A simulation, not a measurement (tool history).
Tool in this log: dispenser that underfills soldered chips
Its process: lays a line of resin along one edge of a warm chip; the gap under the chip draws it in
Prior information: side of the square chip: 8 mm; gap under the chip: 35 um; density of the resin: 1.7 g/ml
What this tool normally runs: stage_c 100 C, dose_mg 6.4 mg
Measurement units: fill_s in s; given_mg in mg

run    day  stage_c  dose_mg  fill_s  given_mg
  1      0      100      6.4     127      6.39
  2    0.2      100      6.4   157.3      6.33
     0.275  -- new syringe of resin
  3  0.588      111      6.4   109.8      6.33
     0.729  -- new syringe of resin
  4  0.996       92      6.4   174.9      6.35
     1.179  -- new syringe of resin
  5  1.325      100     7.71   122.2      7.55
  6  1.567      100     7.71   159.4      7.55
     1.646  -- new syringe of resin
  7  1.875      100     7.71   136.4      7.52
     2.092  -- new syringe of resin
  8  2.271      100     7.71     126      7.44
     2.554  -- new syringe of resin
  9  2.658      100     7.71   114.8      7.46
 10  2.875      100     7.92   149.9      7.67
      2.95  -- dispensing valve cleaned and set on the balance
     3.062  -- new syringe of resin
 11  3.346      100     7.92   143.5      7.95
     3.512  -- new syringe of resin
 12  3.779      100     7.57   140.9      7.52
     3.971  -- new syringe of resin
 13  4.179      100     7.57   129.6      7.44
     4.433  -- new syringe of resin
 14  4.596       88     6.95   174.4      6.85
     4.875  -- new syringe of resin
 15  4.883       88     6.95   145.7      6.74
 16  5.117       88     6.95   191.1      6.85
     5.329  -- new syringe of resin
 17  5.458       92     7.06   148.2      6.88
     5.767  -- new syringe of resin
 18  5.767      101     5.93   102.7      5.75

Estimate the outcome of run 19 from the log above:
 19  6.083      100     5.95       ?         ?

{"run 19": {"fill_s": 147, "given_mg": 5.73}}
On a tool with no hidden condition, and with the same random variation, this run would have come out at fill_s 105.9 s, given_mg 5.93 mg.

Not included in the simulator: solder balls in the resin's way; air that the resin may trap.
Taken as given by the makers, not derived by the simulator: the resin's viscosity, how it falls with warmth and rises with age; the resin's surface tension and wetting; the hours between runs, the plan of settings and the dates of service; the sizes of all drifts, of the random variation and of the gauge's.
